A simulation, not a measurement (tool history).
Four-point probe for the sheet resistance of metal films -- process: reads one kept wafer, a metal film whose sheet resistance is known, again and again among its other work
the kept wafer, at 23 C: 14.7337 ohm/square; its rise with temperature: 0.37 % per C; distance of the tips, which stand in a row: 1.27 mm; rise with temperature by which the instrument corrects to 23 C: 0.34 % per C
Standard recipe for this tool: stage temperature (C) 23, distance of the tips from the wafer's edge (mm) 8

run	day	stage temperature (C)	distance of the tips from the wafer's edge (mm)	sheet resistance as the instrument gives it (ohm/square)
1	0.000	23	8	14.853044
2	2.154	23	8	14.856492
3	3.700	23	8	14.845846
4	5.238	23	8	14.846966
5	7.921	23	8	14.850072
6	10.162	23	8	14.843878
7	12.742	23	8	14.847659
8	14.746	23	8	14.842187
9	16.854	25	8	14.848087
10	18.233	25	8	14.849617
11	20.112	32	8	14.872927
12	21.475	32	8	14.871353
13	22.692	22	8	14.835656
14	25.625	26	8	14.850482
15	28.362	23	11	14.747876
16	30.029	23	8	14.848620
17	32.629	23	8	14.842984
18	34.483	23	8	14.842854
19	36.158	18	8	14.819902
20	38.892	22	8	14.837131
# day 39.425: stage's thermometer calibrated
21	41.088	22	8	14.813038
22	43.629	23	8	14.809105
23	45.017	23	8	14.813920
24	46.650	23	13	14.690681
25	49.146	20	5	15.097343
26	50.625	21	8	14.805840
27	53.588	26	8	14.822538
28	56.304	19	12	14.690186
29	57.596	21	12	14.691475
30	58.825	23	47	14.617573
31	61.817	24	3	15.898869
32	64.129	19	11	14.700021
33	66.171	18	16	14.644099
34	68.204	18	16	14.644004
35	71.158	18	16	14.643653
36	72.429	18	9	14.749254
37	73.967	18	9	14.746666
38	75.262	18	9	14.749705
39	77.400	18	9	14.746409
40	78.812	30	61	14.635628
41	81.725	19	61	14.597355
42	83.554	22	13	14.676941
43	84.879	25	20	14.640366
44	87.338	33	5	15.129176

For some of the steps in sheet resistance as the instrument gives it (ohm/square) from one run to the next: how much would appear even if the tool had no hidden state, given the settings, what came in and random variation, and how much remains for the hidden state plus any gauge scatter that the measured result and the result without hidden state don't share?
Hidden state present: inner tips' distance over the nominal, %; tips' flats over new ones', %; wafer's true temperature over the reading, C; drift of the gauge itself on sheet_ohm, %.
Run 20 -> 21: stage's thermometer calibrated. sheet resistance as the instrument gives it (ohm/square) -0.024093: hidden state -0.023753, all else -0.000340.
Run 30 -> 31: stage temperature (C) 23 -> 24, distance of the tips from the wafer's edge (mm) 47 -> 3. sheet resistance as the instrument gives it (ohm/square) +1.281296: hidden state -0.010540, all else +1.291836.
Run 31 -> 32: stage temperature (C) 24 -> 19, distance of the tips from the wafer's edge (mm) 3 -> 11. sheet resistance as the instrument gives it (ohm/square) -1.198848: hidden state +0.008403, all else -1.207251.
Run 43 -> 44: stage temperature (C) 25 -> 33, distance of the tips from the wafer's edge (mm) 20 -> 5. sheet resistance as the instrument gives it (ohm/square) +0.488810: hidden state -0.004908, all else +0.493718.
